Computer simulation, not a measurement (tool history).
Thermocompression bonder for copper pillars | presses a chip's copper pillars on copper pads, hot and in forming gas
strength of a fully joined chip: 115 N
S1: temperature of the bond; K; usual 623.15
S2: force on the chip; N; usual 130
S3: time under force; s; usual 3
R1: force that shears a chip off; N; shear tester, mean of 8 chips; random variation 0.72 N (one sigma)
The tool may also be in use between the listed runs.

{"run": 1, "hour": 0.0, "S1": 623.15, "S2": 130, "S3": 3, "R1": 53.2}
{"run": 2, "hour": 29.9, "S1": 623.15, "S2": 130, "S3": 3, "R1": 50.6}
{"run": 3, "hour": 57.6, "S1": 616.15, "S2": 130, "S3": 3, "R1": 46.5}
{"run": 4, "hour": 86.2, "S1": 623.15, "S2": 109, "S3": 3, "R1": 42.1}
{"run": 5, "hour": 104.2, "S1": 623.15, "S2": 109, "S3": 3, "R1": 41.1}
{"run": 6, "hour": 140.0, "S1": 623.15, "S2": 109, "S3": 3, "R1": 41.4}
{"run": 7, "hour": 174.8, "S1": 645.15, "S2": 130, "S3": 3, "R1": 60.5}
{"run": 8, "hour": 213.0, "S1": 645.15, "S2": 130, "S3": 3, "R1": 58.9}
{"run": 9, "hour": 251.8, "S1": 646.15, "S2": 130, "S3": 3, "R1": 59.2}
{"run": 10, "hour": 280.4, "S1": 623.15, "S2": 188, "S3": 3, "R1": 63.3}
{"run": 11, "hour": 316.7, "S1": 623.15, "S2": 188, "S3": 3, "R1": 62.8}
{"run": 12, "hour": 334.7, "S1": 623.15, "S2": 130, "S3": 3, "R1": 45.1}
{"run": 13, "hour": 369.8, "S1": 623.15, "S2": 130, "S3": 3, "R1": 45}
{"hour": 385.6, "done": "forming gas filter changed"}
{"run": 14, "hour": 403.0, "S1": 623.15, "S2": 130, "S3": 3, "R1": 51.2}
{"hour": 406.6, "done": "heater calibrated with a thermocouple chip"}
{"run": 15, "hour": 423.6, "S1": 623.15, "S2": 130, "S3": 3, "R1": 53.2}
{"run": 16, "hour": 452.9, "S1": 620.15, "S2": 130, "S3": 7, "R1": 67.6}
{"hour": 457.9, "done": "force cell calibrated"}
{"run": 17, "hour": 479.2, "S1": 619.15, "S2": 194, "S3": 9, "R1": 92}
{"run": 18, "hour": 514.8, "S1": 619.15, "S2": 194, "S3": 6, "R1": 83.3}
{"run": 19, "hour": 552.2, "S1": 605.15, "S2": 194, "S3": 6, "R1": 75.2}
{"run": 20, "hour": 573.2, "S1": 605.15, "S2": 194, "S3": 6, "R1": 74.4}
{"run": 21, "hour": 600.7, "S1": 605.15, "S2": 146, "S3": 4, "R1": 51.1}
{"run": 22, "hour": 618.4, "S1": 623.15, "S2": 157, "S3": 7, "R1": 77.4}
{"run": 23, "hour": 640.4, "S1": 623.15, "S2": 157, "S3": 7, "R1": 75.6}
{"run": 24, "hour": 678.8, "S1": 628.15, "S2": 130, "S3": 7, "R1": 67.9}
{"hour": 685.1, "done": "force cell calibrated, once more"}
{"run": 25, "hour": 708.0, "S1": 644.15, "S2": 164, "S3": 4, "R1": 72.9}
{"run": 26, "hour": 732.3, "S1": 644.15, "S2": 164, "S3": 4, "R1": 73}
{"run": 27, "hour": 752.2, "S1": 644.15, "S2": 164, "S3": 4, "R1": 71.8}
{"run": 28, "hour": 782.6, "S1": 644.15, "S2": 164, "S3": 4, "R1": 71.8}
{"hour": 788.5, "done": "forming gas filter changed"}
{"run": 29, "hour": 805.4, "S1": 644.15, "S2": 164, "S3": 4, "R1": 80.8}
{"run": 30, "hour": 829.0, "S1": 644.15, "S2": 92, "S3": 6, "R1": 59}

Forecast each of these 3 alternatives for the next run:
{"run": "A", "hour": 857.2, "S1": 644.15, "S2": 122, "S3": 4, "R1": "?"}
{"run": "B", "hour": 857.2, "S1": 618.15, "S2": 92, "S3": 2, "R1": "?"}
{"run": "C", "hour": 857.2, "S1": 635.15, "S2": 170, "S3": 2, "R1": "?"}

run=A R1=64
run=B R1=27.6
run=C R1=62.7
Without the tool's hidden state the same runs would have given:
run=A R1=66
run=B R1=28.6
run=C R1=64.6
